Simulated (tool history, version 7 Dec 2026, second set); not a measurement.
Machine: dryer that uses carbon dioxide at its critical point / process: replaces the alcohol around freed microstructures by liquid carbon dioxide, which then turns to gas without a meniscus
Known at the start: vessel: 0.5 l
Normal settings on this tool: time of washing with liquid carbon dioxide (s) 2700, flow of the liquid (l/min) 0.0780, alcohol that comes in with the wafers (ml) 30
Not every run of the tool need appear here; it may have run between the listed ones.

run	hour	time of washing with liquid carbon dioxide (s)	flow of the liquid (l/min)	alcohol that comes in with the wafers (ml)	alcohol left in the vessel before it's heated (ppm by volume)
1	0.0	2700	0.0780	30	433
2	48.2	2700	0.0780	30	474
3	68.2	2700	0.0780	30	474
4	110.0	2700	0.0780	30	491
5	150.0	4140	0.0780	30	121
# hour 176.8: inlet filter changed
6	184.7	4140	0.0780	30	96
7	208.9	4140	0.0780	30	97
8	228.9	2700	0.0780	30	281
9	265.9	2700	0.0780	30	288
10	287.6	2700	0.0551	30	1218
11	325.7	2700	0.0551	30	1249
12	347.3	2700	0.0551	30	1261
13	369.9	2700	0.0551	30	1284
14	415.6	2700	0.0551	30	1344
15	462.9	2700	0.0551	30	1386
16	510.1	1920	0.0551	30	4243
17	549.1	2700	0.0780	53	623
18	592.9	2820	0.0780	30	360
19	624.9	2820	0.0780	30	375
20	658.2	2820	0.0780	30	402
21	690.3	2820	0.0582	30	1211
22	715.9	2820	0.0582	30	1277
23	746.2	2820	0.0582	40	1663
24	780.3	1620	0.0604	47	9531
25	813.8	1620	0.0604	47	9686
26	835.3	2700	0.0780	34	602
# hour 868.4: purifier's bed changed
27	873.9	3000	0.0771	26	248
# hour 914.3: inlet filter changed
28	920.9	1980	0.0771	22	650
29	940.4	3000	0.0641	30	326
30	979.6	3000	0.0599	56	881
31	1017.7	2700	0.0780	63	460
32	1044.7	2700	0.0780	63	471
33	1072.6	2700	0.0780	24	192
34	1098.8	2700	0.1311	96	39
35	1127.7	2700	0.0683	30	512
36	1172.3	3480	0.0484	30	779
37	1213.6	3480	0.0484	30	849
38	1236.4	3480	0.0484	30	852
39	1260.9	3480	0.0484	30	889
40	1305.3	3480	0.0484	30	930
41	1345.9	2280	0.0888	26	372
42	1366.2	2340	0.0480	40	5095
43	1387.7	2340	0.0480	40	5135
44	1425.7	2700	0.0480	23	2024
45	1456.2	2700	0.0480	23	2017
46	1501.0	2460	0.1021	75	411

For each run, the measured value with the value that run would have given without the tool's hidden condition subtracted. The run-to-run variation is shared by both, the gauge scatter possibly not:
What the log doesn't record here: flow that reaches the vessel past the clogged filter, %; alcohol in the recycled carbon dioxide, ppm; drift of the gauge itself on alcohol_ppm, %.
run	alcohol left in the vessel before it's heated (ppm by volume)
1	+246
2	+282
3	+290
4	+315
5	+102
6	+80
7	+84
8	+97
9	+109
10	+203
11	+244
12	+266
13	+295
14	+352
15	+402
16	+929
17	+307
18	+219
19	+232
20	+253
21	+562
22	+611
23	+804
24	+3044
25	+3216
26	+402
27	+153
28	+9
29	+15
30	+73
31	+70
32	+86
33	+48
34	+22
35	+124
36	+198
37	+243
38	+259
39	+291
40	+332
41	+173
42	+1409
43	+1475
44	+709
45	+736
46	+263
